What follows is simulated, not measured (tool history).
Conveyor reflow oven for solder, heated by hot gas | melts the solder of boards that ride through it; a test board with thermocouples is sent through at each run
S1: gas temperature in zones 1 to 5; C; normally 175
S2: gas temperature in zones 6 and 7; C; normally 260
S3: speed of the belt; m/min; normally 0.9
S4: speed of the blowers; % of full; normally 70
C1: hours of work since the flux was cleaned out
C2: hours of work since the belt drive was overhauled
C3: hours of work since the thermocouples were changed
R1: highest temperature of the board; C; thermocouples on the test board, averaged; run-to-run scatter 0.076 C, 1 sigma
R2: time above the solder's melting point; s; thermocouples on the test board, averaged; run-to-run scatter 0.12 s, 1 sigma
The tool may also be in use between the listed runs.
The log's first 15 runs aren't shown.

| run | day | S1 | S2 | S3 | S4 | C1 | C2 | C3 | R1 | R2 |
|---|---|---|---|---|---|---|---|---|---|---|
| 16 | 12.446 | 175 | 260 | 0.856 | 70 | 58 | 957 | 1198 | 248.79 | 41.7 |
|  | 13.096 | flux residue cleaned out of gas plates and filters, once more |
| 17 | 13.35 | 180 | 260 | 0.883 | 70 | 5 | 969 | 1210 | 249.9 | 42.4 |
| 18 | 13.946 | 173 | 262 | 0.774 | 59 | 15 | 980 | 1221 | 250.98 | 47.1 |
| 19 | 14.783 | 173 | 262 | 0.774 | 59 | 30 | 995 | 1236 | 251.14 | 47.1 |
| 20 | 15.404 | 183 | 259 | 0.724 | 59 | 41 | 1006 | 1247 | 251.45 | 54.6 |
| 21 | 16.354 | 183 | 259 | 0.724 | 59 | 58 | 1023 | 1264 | 251.39 | 54.9 |
| 22 | 17.146 | 183 | 259 | 0.724 | 59 | 72 | 1037 | 1278 | 251.38 | 54.7 |
| 23 | 17.692 | 183 | 259 | 0.724 | 59 | 82 | 1047 | 1288 | 251.41 | 54.8 |
|  | 18.571 | thermocouples of zones 6 and 7 changed |
| 24 | 18.608 | 183 | 259 | 0.764 | 59 | 97 | 1061 | 1 | 248.21 | 49.6 |
| 25 | 19.075 | 183 | 259 | 0.764 | 59 | 105 | 1070 | 9 | 248.14 | 49.3 |
| 26 | 19.788 | 183 | 259 | 0.764 | 59 | 118 | 1082 | 22 | 248.19 | 49.5 |
| 27 | 20.912 | 175 | 260 | 0.9 | 80 | 138 | 1103 | 42 | 248.55 | 40.3 |
| 28 | 21.854 | 175 | 260 | 1.073 | 70 | 154 | 1119 | 58 | 240.84 | 27.8 |
| 29 | 22.829 | 175 | 260 | 1.073 | 70 | 172 | 1137 | 76 | 240.78 | 27.8 |
| 30 | 23.762 | 185 | 251 | 0.969 | 75 | 189 | 1153 | 92 | 239.36 | 33.9 |
| 31 | 24.633 | 187 | 251 | 0.969 | 75 | 204 | 1169 | 108 | 239.75 | 35.2 |

Consider 3 possible next runs. They are alternatives, not a sequence: every one starts from the tool as it was left by run 31. What does each give?
| A | 25.646 | 187 | 262 | 0.969 | 65 | 222 | 1187 | 126 | ? | ? |
| B | 25.646 | 188 | 251 | 1.009 | 70 | 222 | 1187 | 126 | ? | ? |
| C | 25.646 | 185 | 260 | 0.966 | 55 | 222 | 1187 | 126 | ? | ? |

| run | R1 | R2 |
|---|---|---|
| A | 246.6 | 38.3 |
| B | 238.04 | 31.8 |
| C | 241.58 | 33.7 |
With no hidden state in the tool, these same runs would have given:
| run | R1 | R2 |
|---|---|---|
| A | 246.22 | 36.9 |
| B | 237.74 | 30.6 |
| C | 241.04 | 32.3 |
